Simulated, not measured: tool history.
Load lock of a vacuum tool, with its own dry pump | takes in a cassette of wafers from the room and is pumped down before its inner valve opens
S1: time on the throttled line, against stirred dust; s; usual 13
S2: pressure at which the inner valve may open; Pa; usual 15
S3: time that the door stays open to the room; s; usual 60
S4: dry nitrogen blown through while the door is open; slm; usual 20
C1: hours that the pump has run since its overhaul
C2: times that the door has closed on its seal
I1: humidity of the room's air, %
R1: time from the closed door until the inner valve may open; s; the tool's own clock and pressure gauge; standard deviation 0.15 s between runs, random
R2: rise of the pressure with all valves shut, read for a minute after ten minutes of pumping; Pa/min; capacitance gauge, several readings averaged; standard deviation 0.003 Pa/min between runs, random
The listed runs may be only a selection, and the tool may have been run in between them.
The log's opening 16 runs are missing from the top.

run 17 hour=2103.2 | S1=13 S2=21 S3=60 S4=20 | C1=7236 C2=412 | I1=47.3 | R1=20.6 R2=0.05
run 18 hour=2179.2 | S1=13 S2=15 S3=60 S4=20 | C1=7312 C2=635 | I1=44.5 | R1=21.1 R2=0.049
run 19 hour=2281.5 | S1=17 S2=15 S3=60 S4=20 | C1=7414 C2=934 | I1=47.1 | R1=24.7 R2=0.047
run 20 hour=2416.5 | S1=13 S2=15 S3=228 S4=20 | C1=7549 C2=1328 | I1=47.4 | R1=21.1 R2=0.127
run 21 hour=2570.5 | S1=13 S2=15 S3=228 S4=20 | C1=7703 C2=1778 | I1=46 | R1=21.3 R2=0.123
run 22 hour=2752.3 | S1=16 S2=14 S3=129 S4=20 | C1=7885 C2=2310 | I1=42.6 | R1=23.6 R2=0.077
run 23 hour=2906.2 | S1=16 S2=14 S3=209 S4=21 | C1=8039 C2=2760 | I1=49.8 | R1=23.8 R2=0.121
run 24 hour=2997.2 | S1=9 S2=14 S3=209 S4=5 | C1=8130 C2=3026 | I1=43.6 | R1=17.4 R2=0.195
run 25 hour=3086.8 | S1=9 S2=14 S3=209 S4=5 | C1=8220 C2=3288 | I1=42.2 | R1=17.5 R2=0.192
run 26 hour=3195.7 | S1=9 S2=14 S3=209 S4=5 | C1=8329 C2=3606 | I1=42.5 | R1=17.8 R2=0.194
run 27 hour=3342.4 | S1=8 S2=15 S3=32 S4=40 | C1=8475 C2=4035 | I1=43.6 | R1=16.6 R2=0.017
run 28 hour=3525.9 | S1=8 S2=15 S3=32 S4=40 | C1=8659 C2=4571 | I1=45.8 | R1=16.8 R2=0.022
run 29 hour=3636.9 | S1=16 S2=15 S3=129 S4=12 | C1=8770 C2=4896 | I1=41.9 | R1=23.7 R2=0.095
run 30 hour=3798 | S1=16 S2=15 S3=129 S4=12 | C1=8931 C2=5367 | I1=47.1 | R1=23.7 R2=0.11
run 31 hour=3965.6 | S1=16 S2=15 S3=129 S4=12 | C1=9098 C2=5857 | I1=48.3 | R1=23.6 R2=0.117
run 32 hour=4081.4 | S1=13 S2=15 S3=60 S4=43 | C1=9214 C2=6195 | I1=45.7 | R1=20.9 R2=0.032
run 33 hour=4219.5 | S1=13 S2=15 S3=60 S4=43 | C1=9352 C2=6599 | I1=44.5 | R1=21.3 R2=0.028
run 34 hour=4363.9 | S1=7 S2=30 S3=31 S4=20 | C1=9497 C2=7021 | I1=46.4 | R1=15.1 R2=0.031
run 35 hour=4521.2 | S1=24 S2=16 S3=45 S4=12 | C1=9654 C2=7481 | I1=42 | R1=30.5 R2=0.05
run 36 hour=4618.1 | S1=24 S2=16 S3=45 S4=12 | C1=9751 C2=7764 | I1=42.8 | R1=30.2 R2=0.048

Each row is a separate what-if for the run after 36, all from the same tool condition, not one after another. Results?
run A hour=4700.8 | S1=13 S2=18 S3=60 S4=20 | C1=9834 C2=8006 | I1=43.2 | R1=? R2=?
run B hour=4700.8 | S1=6 S2=15 S3=60 S4=20 | C1=9834 C2=8006 | I1=45.8 | R1=? R2=?
run C hour=4700.8 | S1=19 S2=15 S3=99 S4=20 | C1=9834 C2=8006 | I1=45.8 | R1=? R2=?
run D hour=4700.8 | S1=13 S2=17 S3=26 S4=8 | C1=9834 C2=8006 | I1=45.6 | R1=? R2=?
run E hour=4700.8 | S1=11 S2=15 S3=45 S4=12 | C1=9834 C2=8006 | I1=45 | R1=? R2=?

run=A R1=20.8 R2=0.045
run=B R1=15.2 R2=0.046
run=C R1=26.4 R2=0.065
run=D R1=21 R2=0.044
run=E R1=19.3 R2=0.048
The same runs, with their run-to-run variation unchanged, on a tool lacking any hidden condition would have given:
run=A R1=20.8 R2=0.045
run=B R1=15.2 R2=0.046
run=C R1=26.3 R2=0.064
run=D R1=21 R2=0.044
run=E R1=19.3 R2=0.048
